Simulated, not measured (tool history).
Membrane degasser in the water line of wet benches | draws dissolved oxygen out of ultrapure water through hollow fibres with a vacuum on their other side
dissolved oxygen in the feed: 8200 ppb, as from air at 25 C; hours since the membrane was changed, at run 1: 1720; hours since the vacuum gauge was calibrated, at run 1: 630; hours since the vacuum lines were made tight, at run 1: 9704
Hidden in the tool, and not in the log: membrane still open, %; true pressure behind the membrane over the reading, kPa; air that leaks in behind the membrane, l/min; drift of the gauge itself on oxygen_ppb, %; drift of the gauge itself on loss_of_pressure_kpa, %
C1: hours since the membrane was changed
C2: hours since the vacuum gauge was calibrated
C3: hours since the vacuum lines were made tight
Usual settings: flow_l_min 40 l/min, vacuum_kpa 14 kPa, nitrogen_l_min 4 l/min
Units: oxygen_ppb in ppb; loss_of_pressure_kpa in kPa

run 1 hour=0 | flow_l_min=40 vacuum_kpa=14 nitrogen_l_min=4 | C1=1720 C2=630 C3=9704 | oxygen_ppb=545 loss_of_pressure_kpa=31.62
run 2 hour=51.8 | flow_l_min=40 vacuum_kpa=14 nitrogen_l_min=4 | C1=1772 C2=681 C3=9756 | oxygen_ppb=534.4 loss_of_pressure_kpa=31.25
run 3 hour=74.7 | flow_l_min=40 vacuum_kpa=20.8 nitrogen_l_min=4 | C1=1795 C2=704 C3=9779 | oxygen_ppb=680.5 loss_of_pressure_kpa=31.67
run 4 hour=123.9 | flow_l_min=40 vacuum_kpa=20.8 nitrogen_l_min=4 | C1=1844 C2=753 C3=9828 | oxygen_ppb=676 loss_of_pressure_kpa=31.68
run 5 hour=150.8 | flow_l_min=52 vacuum_kpa=14 nitrogen_l_min=4 | C1=1871 C2=780 C3=9855 | oxygen_ppb=742.8 loss_of_pressure_kpa=41.32
run 6 hour=178.3 | flow_l_min=40 vacuum_kpa=14 nitrogen_l_min=4 | C1=1899 C2=808 C3=9882 | oxygen_ppb=542.7 loss_of_pressure_kpa=31.54
run 7 hour=227 | flow_l_min=40 vacuum_kpa=14 nitrogen_l_min=4 | C1=1947 C2=857 C3=9931 | oxygen_ppb=541.2 loss_of_pressure_kpa=31.21
run 8 hour=264 | flow_l_min=40 vacuum_kpa=14 nitrogen_l_min=4 | C1=1984 C2=894 C3=9968 | oxygen_ppb=540.3 loss_of_pressure_kpa=31.58
run 9 hour=291.6 | flow_l_min=61 vacuum_kpa=14 nitrogen_l_min=4 | C1=2012 C2=921 C3=9996 | oxygen_ppb=908.6 loss_of_pressure_kpa=48.2
run 10 hour=314.5 | flow_l_min=61 vacuum_kpa=14 nitrogen_l_min=4 | C1=2035 C2=944 C3=10019 | oxygen_ppb=924.2 loss_of_pressure_kpa=48.16
run 11 hour=341.9 | flow_l_min=61 vacuum_kpa=14 nitrogen_l_min=4 | C1=2062 C2=971 C3=10046 | oxygen_ppb=901.4 loss_of_pressure_kpa=48.4
run 12 hour=394.7 | flow_l_min=61 vacuum_kpa=14 nitrogen_l_min=4 | C1=2115 C2=1024 C3=10099 | oxygen_ppb=909.7 loss_of_pressure_kpa=47.88
run 13 hour=440.9 | flow_l_min=61 vacuum_kpa=14 nitrogen_l_min=4 | C1=2161 C2=1070 C3=10145 | oxygen_ppb=897.5 loss_of_pressure_kpa=48.15
run 14 hour=490.1 | flow_l_min=61 vacuum_kpa=14 nitrogen_l_min=4 | C1=2210 C2=1120 C3=10194 | oxygen_ppb=910.4 loss_of_pressure_kpa=48.3
-- hour=493.6 vacuum gauge calibrated
run 15 hour=517.9 | flow_l_min=61 vacuum_kpa=14 nitrogen_l_min=4 | C1=2238 C2=24 C3=10221 | oxygen_ppb=890.9 loss_of_pressure_kpa=48.78
run 16 hour=550.4 | flow_l_min=61 vacuum_kpa=14 nitrogen_l_min=4 | C1=2270 C2=57 C3=10254 | oxygen_ppb=910.4 loss_of_pressure_kpa=48.4
run 17 hour=582.6 | flow_l_min=61 vacuum_kpa=14 nitrogen_l_min=4 | C1=2302 C2=89 C3=10286 | oxygen_ppb=919 loss_of_pressure_kpa=48.13
run 18 hour=632.4 | flow_l_min=36 vacuum_kpa=14 nitrogen_l_min=4 | C1=2352 C2=139 C3=10336 | oxygen_ppb=465.3 loss_of_pressure_kpa=28.35
run 19 hour=676.9 | flow_l_min=36 vacuum_kpa=14 nitrogen_l_min=4 | C1=2397 C2=183 C3=10380 | oxygen_ppb=472.3 loss_of_pressure_kpa=28.45
run 20 hour=724.5 | flow_l_min=36 vacuum_kpa=14 nitrogen_l_min=4 | C1=2444 C2=231 C3=10428 | oxygen_ppb=474.6 loss_of_pressure_kpa=28.73
-- hour=739.3 vacuum gauge calibrated, once more
run 21 hour=771.6 | flow_l_min=43 vacuum_kpa=14 nitrogen_l_min=4 | C1=2491 C2=32 C3=10475 | oxygen_ppb=594.7 loss_of_pressure_kpa=34.25
run 22 hour=822.5 | flow_l_min=43 vacuum_kpa=14 nitrogen_l_min=4 | C1=2542 C2=83 C3=10526 | oxygen_ppb=587.4 loss_of_pressure_kpa=33.97
run 23 hour=861.3 | flow_l_min=43 vacuum_kpa=14 nitrogen_l_min=4 | C1=2581 C2=122 C3=10564 | oxygen_ppb=599.1 loss_of_pressure_kpa=34
run 24 hour=899 | flow_l_min=43 vacuum_kpa=14 nitrogen_l_min=4 | C1=2618 C2=160 C3=10602 | oxygen_ppb=588.8 loss_of_pressure_kpa=34.14
run 25 hour=929.4 | flow_l_min=28 vacuum_kpa=9.2 nitrogen_l_min=9.13 | C1=2649 C2=190 C3=10632 | oxygen_ppb=202.5 loss_of_pressure_kpa=21.92
run 26 hour=966.7 | flow_l_min=58 vacuum_kpa=11 nitrogen_l_min=5.54 | C1=2686 C2=227 C3=10670 | oxygen_ppb=713.1 loss_of_pressure_kpa=46.29
run 27 hour=994.3 | flow_l_min=33 vacuum_kpa=15.8 nitrogen_l_min=1.72 | C1=2714 C2=255 C3=10697 | oxygen_ppb=703.2 loss_of_pressure_kpa=26.29
run 28 hour=1031 | flow_l_min=33 vacuum_kpa=15.8 nitrogen_l_min=1.72 | C1=2750 C2=292 C3=10734 | oxygen_ppb=712.8 loss_of_pressure_kpa=26.01
run 29 hour=1068.4 | flow_l_min=33 vacuum_kpa=15.8 nitrogen_l_min=1.72 | C1=2788 C2=329 C3=10771 | oxygen_ppb=718.2 loss_of_pressure_kpa=26.03
run 30 hour=1106 | flow_l_min=33 vacuum_kpa=15.8 nitrogen_l_min=1.72 | C1=2825 C2=367 C3=10809 | oxygen_ppb=700.6 loss_of_pressure_kpa=26.04
run 31 hour=1147.1 | flow_l_min=33 vacuum_kpa=15.8 nitrogen_l_min=1.72 | C1=2866 C2=408 C3=10850 | oxygen_ppb=721.5 loss_of_pressure_kpa=26.35
run 32 hour=1189.6 | flow_l_min=53 vacuum_kpa=15.4 nitrogen_l_min=2.44 | C1=2909 C2=450 C3=10893 | oxygen_ppb=972 loss_of_pressure_kpa=42.21
run 33 hour=1229 | flow_l_min=60 vacuum_kpa=29.9 nitrogen_l_min=11.96 | C1=2948 C2=490 C3=10932 | oxygen_ppb=841.8 loss_of_pressure_kpa=48

Measured less the same run without the tool's hidden state. The same run-to-run variation is in both; the gauge's scatter may not be:
run=1 oxygen_ppb=+9.8 loss_of_pressure_kpa=+0.26
run=2 oxygen_ppb=+9.9 loss_of_pressure_kpa=+0.27
run=3 oxygen_ppb=+10.4 loss_of_pressure_kpa=+0.28
run=4 oxygen_ppb=+10.6 loss_of_pressure_kpa=+0.29
run=5 oxygen_ppb=+13.1 loss_of_pressure_kpa=+0.37
run=6 oxygen_ppb=+10.7 loss_of_pressure_kpa=+0.3
run=7 oxygen_ppb=+11 loss_of_pressure_kpa=+0.3
run=8 oxygen_ppb=+11.1 loss_of_pressure_kpa=+0.31
run=9 oxygen_ppb=+16.3 loss_of_pressure_kpa=+0.48
run=10 oxygen_ppb=+16.7 loss_of_pressure_kpa=+0.48
run=11 oxygen_ppb=+16.5 loss_of_pressure_kpa=+0.49
run=12 oxygen_ppb=+17.1 loss_of_pressure_kpa=+0.51
run=13 oxygen_ppb=+17.2 loss_of_pressure_kpa=+0.52
run=14 oxygen_ppb=+17.9 loss_of_pressure_kpa=+0.53
run=15 oxygen_ppb=+18.2 loss_of_pressure_kpa=+0.53
run=16 oxygen_ppb=+18.9 loss_of_pressure_kpa=+0.55
run=17 oxygen_ppb=+19.3 loss_of_pressure_kpa=+0.55
run=18 oxygen_ppb=+12 loss_of_pressure_kpa=+0.34
run=19 oxygen_ppb=+12.4 loss_of_pressure_kpa=+0.34
run=20 oxygen_ppb=+12.7 loss_of_pressure_kpa=+0.35
run=21 oxygen_ppb=+13.2 loss_of_pressure_kpa=+0.43
run=22 oxygen_ppb=+13.4 loss_of_pressure_kpa=+0.43
run=23 oxygen_ppb=+13.9 loss_of_pressure_kpa=+0.44
run=24 oxygen_ppb=+13.9 loss_of_pressure_kpa=+0.45
run=25 oxygen_ppb=+8.3 loss_of_pressure_kpa=+0.3
run=26 oxygen_ppb=+19.1 loss_of_pressure_kpa=+0.62
run=27 oxygen_ppb=+10.6 loss_of_pressure_kpa=+0.36
run=28 oxygen_ppb=+10.9 loss_of_pressure_kpa=+0.36
run=29 oxygen_ppb=+11.1 loss_of_pressure_kpa=+0.36
run=30 oxygen_ppb=+11 loss_of_pressure_kpa=+0.37
run=31 oxygen_ppb=+11.5 loss_of_pressure_kpa=+0.37
run=32 oxygen_ppb=+18.1 loss_of_pressure_kpa=+0.61
run=33 oxygen_ppb=+21.5 loss_of_pressure_kpa=+0.71

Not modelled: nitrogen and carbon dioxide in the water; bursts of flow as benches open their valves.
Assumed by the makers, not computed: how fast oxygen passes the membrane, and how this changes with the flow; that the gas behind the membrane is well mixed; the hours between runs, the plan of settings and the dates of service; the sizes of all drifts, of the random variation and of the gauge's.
